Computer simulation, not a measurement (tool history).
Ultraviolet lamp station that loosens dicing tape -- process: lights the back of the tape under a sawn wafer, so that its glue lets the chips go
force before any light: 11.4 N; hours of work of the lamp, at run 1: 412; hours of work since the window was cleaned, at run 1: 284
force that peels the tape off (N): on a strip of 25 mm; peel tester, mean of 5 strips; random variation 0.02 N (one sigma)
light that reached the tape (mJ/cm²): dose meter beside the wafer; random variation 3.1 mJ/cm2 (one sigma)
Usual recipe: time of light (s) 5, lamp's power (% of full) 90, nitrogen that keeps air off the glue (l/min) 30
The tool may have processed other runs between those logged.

run     day  time of light (s)  lamp's power (% of full)  nitrogen that keeps air off the glue (l/min)  hours of work of the lamp  hours of work since the window was cleaned  force that peels the tape off (N)  light that reached the tape (mJ/cm²)
  1       0                  5                        90                                            30                        412                                         284                              1.815                                   348
  2   1.408                  5                        90                                            30                        434                                         306                              1.965                                   342
  3   3.196                  5                        90                                            39                        462                                         333                              1.661                                   332
  4   4.992                  5                        90                                            39                        490                                         361                              1.757                                   320
      5.596  -- window cleaned of glue's vapour
  5   6.854                  5                        91                                            39                        519                                          20                               1.47                                   349
  6     8.7                  5                        90                                            30                        548                                          48                              1.977                                   340
  7  10.138                  5                        90                                            30                        570                                          71                              2.011                                   329
  8  11.862                  5                        90                                            30                        597                                          98                              2.138                                   323
     12.221  -- lamp changed
  9  13.183                  5                        90                                            30                         15                                         118                              1.097                                   452
 10  15.121                  5                        90                                            30                         45                                         148                              1.204                                   444
 11  16.171                  8                        90                                            30                         62                                         164                              0.407                                   698
 12  17.638                  3                        90                                            19                         84                                         187                              3.741                                   261
 13  19.625                  3                        90                                            19                        115                                         218                              3.815                                   252
 14  20.438                  5                        61                                            43                        128                                         231                              2.089                                   283
 15   21.65                 10                        97                                            43                        147                                         249                              0.241                                   876
 16  23.267                  3                        97                                            43                        172                                         275                              2.353                                   259
 17  24.479                  9                        91                                            30                        191                                         294                               0.42                                   712
 18  25.396                  6                        87                                            23                        205                                         308                              1.409                                   446

For each run, the measured value with the value that run would have given without the tool's hidden condition subtracted. The run-to-run variation is shared by both, the gauge scatter possibly not:
Hidden state at play: lamp's light, % of a new lamp's; light that the window lets through, % of a clean one's; drift of the gauge itself on peel_n, %; drift of the gauge itself on dose_mj_cm2, %.
run  force that peels the tape off (N)  light that reached the tape (mJ/cm²)
  1                              +0.88                                  -139
  2                             +0.981                                  -147
  3                             +0.907                                  -156
  4                             +0.998                                  -165
  5                             +0.732                                  -138
  6                             +0.991                                  -148
  7                             +1.041                                  -153
  8                             +1.151                                  -163
  9                             +0.148                                   -32
 10                             +0.216                                   -44
 11                              +0.08                                   -78
 12                             +0.518                                   -35
 13                             +0.623                                   -41
 14                              +0.51                                   -50
 15                             +0.029                                  -171
 16                             +0.654                                   -57
 17                             +0.136                                  -173
 18                              +0.53                                  -114
